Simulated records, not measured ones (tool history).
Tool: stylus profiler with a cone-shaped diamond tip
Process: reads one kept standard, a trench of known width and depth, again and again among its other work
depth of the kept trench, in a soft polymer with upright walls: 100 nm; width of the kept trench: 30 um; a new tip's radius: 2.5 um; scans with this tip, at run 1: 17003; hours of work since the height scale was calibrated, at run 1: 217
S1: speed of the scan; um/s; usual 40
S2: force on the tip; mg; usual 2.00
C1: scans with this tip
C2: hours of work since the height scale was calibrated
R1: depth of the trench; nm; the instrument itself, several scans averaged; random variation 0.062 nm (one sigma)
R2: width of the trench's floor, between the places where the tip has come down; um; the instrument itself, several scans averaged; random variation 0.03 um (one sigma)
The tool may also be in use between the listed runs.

run    hour   S1    S2     C1   C2      R1     R2
  1     0.0   40  2.00  17003  217  100.36  27.74
  2    62.3   73  2.00  17389  254  100.39  27.46
  3    93.3   10  2.00  17581  272  100.39  27.85
  4   130.4   10  2.00  17810  293  100.47  27.90
  5   181.0   40  2.00  18124  323  100.42  27.68
  6   225.3   40  2.00  18399  349  100.34  27.66
  7   266.8   40  2.00  18655  373  100.31  27.62
  8   305.4  110  2.00  18895  396  100.39  27.11
  9   348.9  110  2.00  19164  421  100.15  27.13
 10   402.5  110  2.00  19496  452  100.25  27.11
 11   471.4   40  1.21  19923  492  100.15  27.56
 12   518.4   40  2.00  20214  520  100.24  27.60
 13   559.5   40  2.00  20469  544  100.28  27.61
 14   598.5   40  2.00  20710  567  100.18  27.57
 15   637.2   40  1.85  20950  589  100.15  27.57
 16   675.1   40  2.00  21185  611  100.21  27.60
 17   730.5   40  2.00  21528  644  100.14  27.55
 18   796.5   40  2.00  21937  682  100.22  27.50
 19   837.3   40  2.00  22189  706  100.23  27.53
 20   893.4   10  2.00  22537  739  100.16  27.73
 21   929.9   10  5.50  22763  760  100.62  27.77
 22   968.6   10  5.50  23003  783  100.68  27.79
 23  1022.8   10  0.99  23338  814   99.88  27.71
 24  1055.7   12  0.99  23542  834   99.90  27.66

Run 25 comes next. What will it give?
 25  1092.9  12  0.99  23773  855   ?   ?

Run 25 gave R1 99.89 nm, R2 27.70 um.
Without the tool's hidden state the same run would have given R1 100.34 nm, R2 28.50 um.

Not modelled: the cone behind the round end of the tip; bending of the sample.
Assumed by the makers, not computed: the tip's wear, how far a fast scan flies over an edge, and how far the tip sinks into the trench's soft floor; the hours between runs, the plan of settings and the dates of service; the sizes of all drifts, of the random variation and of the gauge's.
